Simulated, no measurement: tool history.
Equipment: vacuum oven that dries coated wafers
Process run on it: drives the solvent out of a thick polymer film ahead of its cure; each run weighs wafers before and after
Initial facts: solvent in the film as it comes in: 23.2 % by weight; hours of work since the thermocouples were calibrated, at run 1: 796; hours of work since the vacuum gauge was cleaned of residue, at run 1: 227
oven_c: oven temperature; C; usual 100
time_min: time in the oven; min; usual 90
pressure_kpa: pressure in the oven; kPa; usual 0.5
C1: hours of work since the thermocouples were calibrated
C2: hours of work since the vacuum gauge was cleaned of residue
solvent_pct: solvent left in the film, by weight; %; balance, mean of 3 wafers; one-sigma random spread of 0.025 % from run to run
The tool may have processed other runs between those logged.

{"run": 1, "hour": 0.0, "oven_c": 100, "time_min": 90, "pressure_kpa": 0.5, "C1": 796, "C2": 227, "solvent_pct": 3.6}
{"run": 2, "hour": 108.2, "oven_c": 100, "time_min": 90, "pressure_kpa": 0.5, "C1": 851, "C2": 282, "solvent_pct": 3.52}
{"run": 3, "hour": 170.1, "oven_c": 86, "time_min": 90, "pressure_kpa": 0.5, "C1": 883, "C2": 313, "solvent_pct": 9.36}
{"run": 4, "hour": 253.1, "oven_c": 86, "time_min": 90, "pressure_kpa": 0.5, "C1": 925, "C2": 356, "solvent_pct": 9.33}
{"run": 5, "hour": 312.5, "oven_c": 86, "time_min": 90, "pressure_kpa": 0.5, "C1": 955, "C2": 386, "solvent_pct": 9.38}
{"run": 6, "hour": 360.7, "oven_c": 100, "time_min": 130, "pressure_kpa": 0.5, "C1": 979, "C2": 410, "solvent_pct": 1.82}
{"run": 7, "hour": 413.5, "oven_c": 100, "time_min": 90, "pressure_kpa": 0.5, "C1": 1006, "C2": 437, "solvent_pct": 3.57}
{"run": 8, "hour": 472.7, "oven_c": 100, "time_min": 90, "pressure_kpa": 0.5, "C1": 1036, "C2": 467, "solvent_pct": 3.59}
{"run": 9, "hour": 521.8, "oven_c": 110, "time_min": 90, "pressure_kpa": 0.5, "C1": 1061, "C2": 492, "solvent_pct": 1.05}
{"run": 10, "hour": 575.6, "oven_c": 110, "time_min": 90, "pressure_kpa": 0.5, "C1": 1088, "C2": 519, "solvent_pct": 1.09}
{"run": 11, "hour": 671.2, "oven_c": 93, "time_min": 90, "pressure_kpa": 0.5, "C1": 1137, "C2": 568, "solvent_pct": 6.37}
{"run": 12, "hour": 750.3, "oven_c": 100, "time_min": 90, "pressure_kpa": 0.5, "C1": 1177, "C2": 608, "solvent_pct": 3.61}
{"run": 13, "hour": 814.7, "oven_c": 100, "time_min": 90, "pressure_kpa": 0.5, "C1": 1210, "C2": 640, "solvent_pct": 3.59}
{"run": 14, "hour": 884.8, "oven_c": 100, "time_min": 90, "pressure_kpa": 0.5, "C1": 1245, "C2": 676, "solvent_pct": 3.55}
{"run": 15, "hour": 965.8, "oven_c": 99, "time_min": 90, "pressure_kpa": 0.5, "C1": 1286, "C2": 717, "solvent_pct": 3.92}
{"run": 16, "hour": 1027.5, "oven_c": 100, "time_min": 90, "pressure_kpa": 0.5, "C1": 1318, "C2": 748, "solvent_pct": 3.57}
{"run": 17, "hour": 1071.8, "oven_c": 100, "time_min": 90, "pressure_kpa": 0.5, "C1": 1340, "C2": 771, "solvent_pct": 3.57}
{"hour": 1091.3, "done": "oven's thermocouples calibrated"}
{"run": 18, "hour": 1177.8, "oven_c": 100, "time_min": 90, "pressure_kpa": 0.5, "C1": 44, "C2": 824, "solvent_pct": 3.55}
{"run": 19, "hour": 1253.1, "oven_c": 100, "time_min": 90, "pressure_kpa": 0.5, "C1": 82, "C2": 862, "solvent_pct": 3.55}
{"run": 20, "hour": 1317.8, "oven_c": 100, "time_min": 90, "pressure_kpa": 0.5, "C1": 115, "C2": 895, "solvent_pct": 3.56}
{"run": 21, "hour": 1397.5, "oven_c": 100, "time_min": 90, "pressure_kpa": 0.5, "C1": 155, "C2": 935, "solvent_pct": 3.56}
{"run": 22, "hour": 1504.8, "oven_c": 88, "time_min": 90, "pressure_kpa": 0.5, "C1": 210, "C2": 990, "solvent_pct": 8.42}
{"run": 23, "hour": 1606.8, "oven_c": 88, "time_min": 90, "pressure_kpa": 0.5, "C1": 262, "C2": 1041, "solvent_pct": 8.53}
{"run": 24, "hour": 1671.2, "oven_c": 88, "time_min": 90, "pressure_kpa": 0.5, "C1": 294, "C2": 1074, "solvent_pct": 8.45}
{"run": 25, "hour": 1735.0, "oven_c": 88, "time_min": 90, "pressure_kpa": 0.5, "C1": 327, "C2": 1106, "solvent_pct": 8.44}
{"run": 26, "hour": 1795.7, "oven_c": 88, "time_min": 90, "pressure_kpa": 0.5, "C1": 357, "C2": 1137, "solvent_pct": 8.53}
{"run": 27, "hour": 1893.7, "oven_c": 113, "time_min": 91, "pressure_kpa": 0.768, "C1": 407, "C2": 1187, "solvent_pct": 0.75}
{"run": 28, "hour": 1985.9, "oven_c": 113, "time_min": 91, "pressure_kpa": 0.768, "C1": 454, "C2": 1234, "solvent_pct": 0.76}
{"run": 29, "hour": 2091.5, "oven_c": 113, "time_min": 91, "pressure_kpa": 0.768, "C1": 507, "C2": 1287, "solvent_pct": 0.79}
{"run": 30, "hour": 2157.7, "oven_c": 113, "time_min": 53, "pressure_kpa": 1.084, "C1": 541, "C2": 1321, "solvent_pct": 2.6}
{"run": 31, "hour": 2266.9, "oven_c": 100, "time_min": 160, "pressure_kpa": 0.502, "C1": 596, "C2": 1376, "solvent_pct": 1.2}
{"run": 32, "hour": 2334.9, "oven_c": 100, "time_min": 160, "pressure_kpa": 0.502, "C1": 631, "C2": 1411, "solvent_pct": 1.17}
{"run": 33, "hour": 2381.1, "oven_c": 115, "time_min": 74, "pressure_kpa": 0.348, "C1": 654, "C2": 1434, "solvent_pct": 0.8}
{"run": 34, "hour": 2449.0, "oven_c": 86, "time_min": 90, "pressure_kpa": 0.878, "C1": 689, "C2": 1469, "solvent_pct": 9.56}
{"run": 35, "hour": 2497.1, "oven_c": 93, "time_min": 90, "pressure_kpa": 0.5, "C1": 713, "C2": 1493, "solvent_pct": 6.35}
{"run": 36, "hour": 2547.5, "oven_c": 93, "time_min": 90, "pressure_kpa": 0.5, "C1": 739, "C2": 1519, "solvent_pct": 6.27}
{"run": 37, "hour": 2651.4, "oven_c": 93, "time_min": 90, "pressure_kpa": 0.5, "C1": 792, "C2": 1571, "solvent_pct": 6.33}
{"run": 38, "hour": 2723.0, "oven_c": 93, "time_min": 90, "pressure_kpa": 0.5, "C1": 828, "C2": 1608, "solvent_pct": 6.29}
{"run": 39, "hour": 2810.0, "oven_c": 107, "time_min": 113, "pressure_kpa": 0.375, "C1": 872, "C2": 1652, "solvent_pct": 0.89}
{"run": 40, "hour": 2900.9, "oven_c": 107, "time_min": 113, "pressure_kpa": 0.416, "C1": 918, "C2": 1698, "solvent_pct": 0.93}
{"run": 41, "hour": 3002.3, "oven_c": 107, "time_min": 113, "pressure_kpa": 0.416, "C1": 970, "C2": 1749, "solvent_pct": 0.87}
{"run": 42, "hour": 3084.2, "oven_c": 107, "time_min": 113, "pressure_kpa": 0.416, "C1": 1011, "C2": 1791, "solvent_pct": 0.94}
{"run": 43, "hour": 3140.4, "oven_c": 107, "time_min": 113, "pressure_kpa": 0.416, "C1": 1040, "C2": 1819, "solvent_pct": 0.92}
{"run": 44, "hour": 3219.8, "oven_c": 102, "time_min": 95, "pressure_kpa": 0.5, "C1": 1080, "C2": 1860, "solvent_pct": 2.66}
{"run": 45, "hour": 3306.0, "oven_c": 102, "time_min": 95, "pressure_kpa": 0.5, "C1": 1124, "C2": 1904, "solvent_pct": 2.69}
{"run": 46, "hour": 3404.7, "oven_c": 97, "time_min": 95, "pressure_kpa": 1.524, "C1": 1174, "C2": 1954, "solvent_pct": 5}
{"hour": 3444.7, "done": "vacuum gauge cleaned of residue and calibrated"}
{"run": 47, "hour": 3476.1, "oven_c": 99, "time_min": 144, "pressure_kpa": 0.524, "C1": 1209, "C2": 16, "solvent_pct": 1.71}

Table of differences, measured result less the result of that run with no hidden state. Run-to-run variation is the same in both. Gauge scatter possibly is not:
The hidden state here: true wafer temperature over the reading, C; true pressure over the reading, kPa; drift of the gauge itself on solvent_pct, %.
run=1 solvent_pct=+0.01
run=2 solvent_pct=+0
run=3 solvent_pct=+0.01
run=4 solvent_pct=+0
run=5 solvent_pct=+0.01
run=6 solvent_pct=+0.01
run=7 solvent_pct=+0.01
run=8 solvent_pct=+0.01
run=9 solvent_pct=+0.01
run=10 solvent_pct=+0.01
run=11 solvent_pct=+0.01
run=12 solvent_pct=+0.02
run=13 solvent_pct=+0.01
run=14 solvent_pct=+0.01
run=15 solvent_pct=+0.02
run=16 solvent_pct=+0.01
run=17 solvent_pct=+0.01
run=18 solvent_pct=+0.01
run=19 solvent_pct=+0.01
run=20 solvent_pct=+0.01
run=21 solvent_pct=+0.01
run=22 solvent_pct=+0.01
run=23 solvent_pct=+0.01
run=24 solvent_pct=+0.01
run=25 solvent_pct=+0.01
run=26 solvent_pct=+0.01
run=27 solvent_pct=+0
run=28 solvent_pct=+0.01
run=29 solvent_pct=+0.01
run=30 solvent_pct=+0.01
run=31 solvent_pct=+0.01
run=32 solvent_pct=+0.01
run=33 solvent_pct=+0.01
run=34 solvent_pct=+0.02
run=35 solvent_pct=+0.02
run=36 solvent_pct=+0.02
run=37 solvent_pct=+0.02
run=38 solvent_pct=+0.02
run=39 solvent_pct=+0.01
run=40 solvent_pct=+0.01
run=41 solvent_pct=+0.01
run=42 solvent_pct=+0.01
run=43 solvent_pct=+0.01
run=44 solvent_pct=+0.02
run=45 solvent_pct=+0.02
run=46 solvent_pct=+0.03
run=47 solvent_pct=+0.01

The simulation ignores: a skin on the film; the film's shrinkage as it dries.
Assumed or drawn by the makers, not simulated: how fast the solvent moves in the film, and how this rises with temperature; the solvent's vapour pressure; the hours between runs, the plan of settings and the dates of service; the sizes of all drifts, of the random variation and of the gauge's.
